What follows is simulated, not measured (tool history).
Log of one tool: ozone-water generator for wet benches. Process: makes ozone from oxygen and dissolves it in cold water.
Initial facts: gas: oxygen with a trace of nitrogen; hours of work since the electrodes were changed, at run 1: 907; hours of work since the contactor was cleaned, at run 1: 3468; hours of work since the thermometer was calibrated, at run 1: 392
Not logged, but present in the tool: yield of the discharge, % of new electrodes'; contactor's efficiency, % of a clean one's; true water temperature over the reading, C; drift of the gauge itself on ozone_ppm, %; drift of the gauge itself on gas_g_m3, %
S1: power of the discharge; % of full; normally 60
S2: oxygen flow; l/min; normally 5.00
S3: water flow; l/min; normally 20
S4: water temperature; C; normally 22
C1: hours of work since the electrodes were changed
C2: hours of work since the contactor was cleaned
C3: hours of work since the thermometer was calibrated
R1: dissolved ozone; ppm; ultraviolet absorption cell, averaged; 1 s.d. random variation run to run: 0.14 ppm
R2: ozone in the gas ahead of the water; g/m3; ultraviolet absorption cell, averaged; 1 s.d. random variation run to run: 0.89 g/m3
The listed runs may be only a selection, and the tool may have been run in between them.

run 1 day=0.000 | S1=60 S2=5.00 S3=20 S4=22 | C1=907 C2=3468 C3=392 | R1=17.6 R2=151.7
run 2 day=1.933 | S1=60 S2=5.00 S3=20 S4=22 | C1=935 C2=3496 C3=420 | R1=17.4 R2=155.3
run 3 day=3.121 | S1=60 S2=5.00 S3=20 S4=22 | C1=952 C2=3513 C3=437 | R1=17.3 R2=154.6
run 4 day=5.238 | S1=60 S2=5.00 S3=20 S4=22 | C1=983 C2=3544 C3=467 | R1=17.6 R2=154.1
run 5 day=6.804 | S1=60 S2=5.00 S3=20 S4=22 | C1=1006 C2=3567 C3=490 | R1=17.8 R2=156.1
run 6 day=8.950 | S1=60 S2=5.00 S3=20 S4=22 | C1=1037 C2=3598 C3=521 | R1=17.6 R2=155.7
run 7 day=10.771 | S1=60 S2=5.00 S3=20 S4=22 | C1=1063 C2=3624 C3=548 | R1=17.6 R2=158.3
run 8 day=11.700 | S1=60 S2=5.00 S3=20 S4=22 | C1=1077 C2=3638 C3=561 | R1=17.4 R2=156.6
run 9 day=12.804 | S1=60 S2=5.00 S3=20 S4=22 | C1=1093 C2=3654 C3=577 | R1=17.7 R2=156.3
run 10 day=14.388 | S1=60 S2=7.18 S3=20 S4=22 | C1=1116 C2=3677 C3=600 | R1=16.7 R2=128.0
run 11 day=15.800 | S1=77 S2=5.00 S3=20 S4=22 | C1=1136 C2=3697 C3=621 | R1=20.4 R2=188.3
run 12 day=17.742 | S1=77 S2=5.00 S3=20 S4=22 | C1=1164 C2=3725 C3=649 | R1=20.9 R2=189.1
-- day=19.088 gauge calibrated
run 13 day=20.012 | S1=77 S2=5.00 S3=28 S4=22 | C1=1197 C2=3758 C3=682 | R1=16.3 R2=185.0
run 14 day=22.121 | S1=60 S2=5.00 S3=20 S4=19 | C1=1228 C2=3789 C3=712 | R1=18.6 R2=155.8
run 15 day=23.521 | S1=60 S2=5.00 S3=20 S4=19 | C1=1248 C2=3809 C3=732 | R1=18.2 R2=154.8
run 16 day=25.150 | S1=87 S2=5.00 S3=20 S4=22 | C1=1272 C2=3833 C3=756 | R1=22.8 R2=202.6
run 17 day=27.342 | S1=87 S2=6.72 S3=20 S4=22 | C1=1303 C2=3864 C3=788 | R1=22.0 R2=167.9
run 18 day=28.479 | S1=87 S2=6.72 S3=20 S4=22 | C1=1320 C2=3881 C3=804 | R1=21.7 R2=169.3
run 19 day=29.725 | S1=87 S2=6.72 S3=20 S4=22 | C1=1338 C2=3899 C3=822 | R1=21.9 R2=170.7
run 20 day=30.850 | S1=87 S2=6.72 S3=20 S4=22 | C1=1354 C2=3915 C3=839 | R1=21.8 R2=170.7
run 21 day=32.358 | S1=66 S2=6.72 S3=20 S4=22 | C1=1376 C2=3937 C3=861 | R1=18.0 R2=139.7
run 22 day=34.167 | S1=79 S2=7.69 S3=30 S4=30 | C1=1402 C2=3963 C3=887 | R1=13.6 R2=147.2
run 23 day=35.804 | S1=92 S2=8.59 S3=22 S4=22 | C1=1426 C2=3987 C3=910 | R1=21.0 R2=152.5
run 24 day=37.354 | S1=73 S2=5.00 S3=18 S4=22 | C1=1448 C2=4009 C3=933 | R1=21.6 R2=182.8
run 25 day=38.392 | S1=55 S2=8.38 S3=20 S4=22 | C1=1463 C2=4025 C3=948 | R1=15.3 R2=110.5
run 26 day=40.662 | S1=60 S2=3.71 S3=29 S4=21 | C1=1496 C2=4057 C3=981 | R1=13.2 R2=190.8
run 27 day=42.650 | S1=47 S2=3.71 S3=12 S4=29 | C1=1525 C2=4086 C3=1010 | R1=18.7 R2=162.1
-- day=44.512 gauge calibrated
run 28 day=44.717 | S1=47 S2=3.71 S3=12 S4=29 | C1=1555 C2=4116 C3=1040 | R1=18.7 R2=158.1
run 29 day=45.817 | S1=47 S2=6.71 S3=12 S4=29 | C1=1571 C2=4132 C3=1056 | R1=16.0 R2=109.2
run 30 day=46.783 | S1=47 S2=6.71 S3=19 S4=29 | C1=1585 C2=4146 C3=1070 | R1=13.0 R2=110.9
run 31 day=47.808 | S1=51 S2=6.71 S3=27 S4=29 | C1=1600 C2=4161 C3=1084 | R1=11.0 R2=116.0
run 32 day=49.700 | S1=51 S2=5.01 S3=27 S4=29 | C1=1627 C2=4188 C3=1112 | R1=11.2 R2=138.5

A few steps of R2 between consecutive runs. Split each: what settings, incoming material and random variation would produce without the hidden state, and what is left over for the hidden state, along with gauge scatter present in only one of the two compared results (measured, and without hidden state):
Run 10 -> 11: S1 60 -> 77, S2 7.18 -> 5.00. R2 +60.3 g/m3: hidden state +1.7, all else +58.6.
Run 12 -> 13: S3 20 -> 28, gauge calibrated. R2 -4.1 g/m3: hidden state -4.7, all else +0.6.
Run 24 -> 25: S1 73 -> 55, S2 5.00 -> 8.38, S3 18 -> 20. R2 -72.3 g/m3: hidden state -1.8, all else -70.5.
Run 25 -> 26: S1 55 -> 60, S2 8.38 -> 3.71, S3 20 -> 29, S4 22 -> 21. R2 +80.3 g/m3: hidden state +2.9, all else +77.4.
Run 27 -> 28: gauge calibrated. R2 -4.0 g/m3: hidden state -5.6, all else +1.6.
